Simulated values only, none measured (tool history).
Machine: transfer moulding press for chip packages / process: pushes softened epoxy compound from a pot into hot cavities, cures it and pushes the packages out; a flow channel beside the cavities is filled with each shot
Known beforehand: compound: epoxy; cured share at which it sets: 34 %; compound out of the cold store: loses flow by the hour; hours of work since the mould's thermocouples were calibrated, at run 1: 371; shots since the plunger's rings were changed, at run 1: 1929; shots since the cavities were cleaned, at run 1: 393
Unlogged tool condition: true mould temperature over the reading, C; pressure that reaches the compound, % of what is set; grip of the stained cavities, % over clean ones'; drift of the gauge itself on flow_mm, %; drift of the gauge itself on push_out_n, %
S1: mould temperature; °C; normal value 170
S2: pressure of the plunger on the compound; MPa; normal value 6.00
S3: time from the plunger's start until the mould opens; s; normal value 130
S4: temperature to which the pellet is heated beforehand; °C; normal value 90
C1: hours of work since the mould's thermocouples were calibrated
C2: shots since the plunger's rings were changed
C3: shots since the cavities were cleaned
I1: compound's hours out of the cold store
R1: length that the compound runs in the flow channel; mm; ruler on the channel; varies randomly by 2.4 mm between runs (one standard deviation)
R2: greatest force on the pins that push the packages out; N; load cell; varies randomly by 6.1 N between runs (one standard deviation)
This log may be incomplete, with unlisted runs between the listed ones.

Run 1, hour 0.0: usual settings; C1 371; C2 1929; C3 393; I1 44.6. Result: R1 666 mm, R2 316 N.
At hour 22.8: cavities cleaned with cleaning compound and waxed.
Run 2, hour 67.3: usual settings; C1 419; C2 2602; C3 456; I1 17.3. Result: R1 738 mm, R2 346 N.
At hour 80.1: cavities cleaned with cleaning compound and waxed.
At hour 103.1: mould's thermocouples calibrated.
Run 3, hour 132.6: usual settings; C1 21; C2 3233; C3 516; I1 44.8. Result: R1 655 mm, R2 328 N.
At hour 141.0: cavities cleaned with cleaning compound and waxed.
At hour 197.5: cavities cleaned with cleaning compound and waxed.
Run 4, hour 204.0: usual settings; C1 70; C2 3932; C3 66; I1 13.6. Result: R1 742 mm, R2 255 N.
At hour 244.3: plunger's sealing rings changed.
At hour 257.7: cavities cleaned with cleaning compound and waxed.
Run 5, hour 258.3: usual settings; C1 106; C2 128; C3 6; I1 9.4. Result: R1 784 mm, R2 230 N.
At hour 318.1: cavities cleaned with cleaning compound and waxed.
Run 6, hour 328.7: usual settings but S1 169 °C; C1 156; C2 832; C3 109; I1 20.3. Result: R1 748 mm, R2 274 N.
At hour 375.1: cavities cleaned with cleaning compound and waxed.
Run 7, hour 390.3: usual settings but S1 169 °C; C1 199; C2 1445; C3 155; I1 14.9. Result: R1 761 mm, R2 284 N.
At hour 435.8: cavities cleaned with cleaning compound and waxed.
Run 8, hour 435.9: usual settings but S1 173 °C; C1 231; C2 1896; C3 0; I1 39.8. Result: R1 673 mm, R2 228 N.
At hour 494.9: cavities cleaned with cleaning compound and waxed.
Run 9, hour 510.6: usual settings but S3 122 s; C1 283; C2 2644; C3 160; I1 33.6. Result: R1 689 mm, R2 295 N.
At hour 552.1: cavities cleaned with cleaning compound and waxed.
Run 10, hour 564.6: usual settings; C1 321; C2 3181; C3 128; I1 34.0. Result: R1 683 mm, R2 268 N.
At hour 611.6: cavities cleaned with cleaning compound and waxed.
Run 11, hour 614.2: usual settings; C1 356; C2 3672; C3 26; I1 13.8. Result: R1 741 mm, R2 240 N.
Run 12, hour 651.6: usual settings but S1 174 °C, S2 7.24 MPa, S4 86 °C; C1 383; C2 4054; C3 408; I1 44.4. Result: R1 701 mm, R2 306 N.
At hour 667.9: cavities cleaned with cleaning compound and waxed.
At hour 680.9: plunger's sealing rings changed.
Run 13, hour 697.5: usual settings but S2 5.82 MPa, S3 125 s, S4 87 °C; C1 413; C2 171; C3 277; I1 18.7. Result: R1 744 mm, R2 316 N.
At hour 730.9: cavities cleaned with cleaning compound and waxed.
At hour 740.0: mould's thermocouples calibrated.
Run 14, hour 740.0: usual settings but S2 5.82 MPa, S3 148 s, S4 83 °C; C1 0; C2 569; C3 72; I1 9.9. Result: R1 768 mm, R2 242 N.
At hour 790.3: cavities cleaned with cleaning compound and waxed.
Run 15, hour 793.7: usual settings but S2 5.82 MPa, S3 148 s, S4 83 °C; C1 38; C2 1103; C3 35; I1 10.5. Result: R1 757 mm, R2 217 N.
At hour 847.3: cavities cleaned with cleaning compound and waxed.
Run 16, hour 863.8: usual settings but S1 177 °C, S2 6.13 MPa; C1 87; C2 1804; C3 169; I1 25.9. Result: R1 708 mm, R2 257 N.
At hour 906.0: cavities cleaned with cleaning compound and waxed.
Run 17, hour 911.1: usual settings but S1 177 °C, S2 6.13 MPa; C1 120; C2 2272; C3 53; I1 37.0. Result: R1 670 mm, R2 246 N.
At hour 962.6: cavities cleaned with cleaning compound and waxed.
Run 18, hour 979.8: usual settings but S1 177 °C, S2 6.13 MPa; C1 168; C2 2958; C3 176; I1 33.6. Result: R1 675 mm, R2 250 N.
At hour 1019.5: cavities cleaned with cleaning compound and waxed.
Run 19, hour 1029.5: usual settings but S1 177 °C, S2 6.13 MPa, S3 127 s; C1 203; C2 3451; C3 103; I1 45.2. Result: R1 643 mm, R2 236 N.
At hour 1076.7: cavities cleaned with cleaning compound and waxed.
Run 20, hour 1111.2: usual settings but S1 166 °C, S2 4.91 MPa; C1 260; C2 4269; C3 352; I1 20.9. Result: R1 653 mm, R2 361 N.
At hour 1121.4: plunger's sealing rings changed.
At hour 1140.2: cavities cleaned with cleaning compound and waxed.
At hour 1201.3: cavities cleaned with cleaning compound and waxed.
Run 21, hour 1202.9: usual settings but S1 166 °C, S2 4.91 MPa; C1 322; C2 802; C3 16; I1 34.5. Result: R1 650 mm, R2 254 N.
Run 22, hour 1246.4: usual settings but S1 166 °C, S2 4.91 MPa; C1 353; C2 1247; C3 461; I1 46.3. Result: R1 614 mm, R2 372 N.

Forecast each of these 4 alternatives for the next run:
At hour 1260.1: cavities cleaned with cleaning compound and waxed.
Run A, hour 1295.2: usual settings but S1 166 °C, S2 4.88 MPa; C1 387; C2 1730; C3 359; I1 21.8. Result: R1 ?, R2 ?.
At hour 1260.1: cavities cleaned with cleaning compound and waxed.
Run B, hour 1295.2: usual settings but S1 171 °C, S2 5.75 MPa; C1 387; C2 1730; C3 359; I1 40.4. Result: R1 ?, R2 ?.
At hour 1260.1: cavities cleaned with cleaning compound and waxed.
Run C, hour 1295.2: usual settings but S1 171 °C, S2 6.36 MPa, S3 113 s; C1 387; C2 1730; C3 359; I1 18.1. Result: R1 ?, R2 ?.
At hour 1260.1: cavities cleaned with cleaning compound and waxed.
Run D, hour 1295.2: usual settings but S1 174 °C, S4 94 °C; C1 387; C2 1730; C3 359; I1 30.0. Result: R1 ?, R2 ?.

run   R1   R2
  A  675  367
  B  662  296
  C  762  327
  D  695  302
The same runs, with their run-to-run variation unchanged, on a tool lacking any hidden condition would have given:
run   R1   R2
  A  688  265
  B  674  214
  C  777  236
  D  708  221
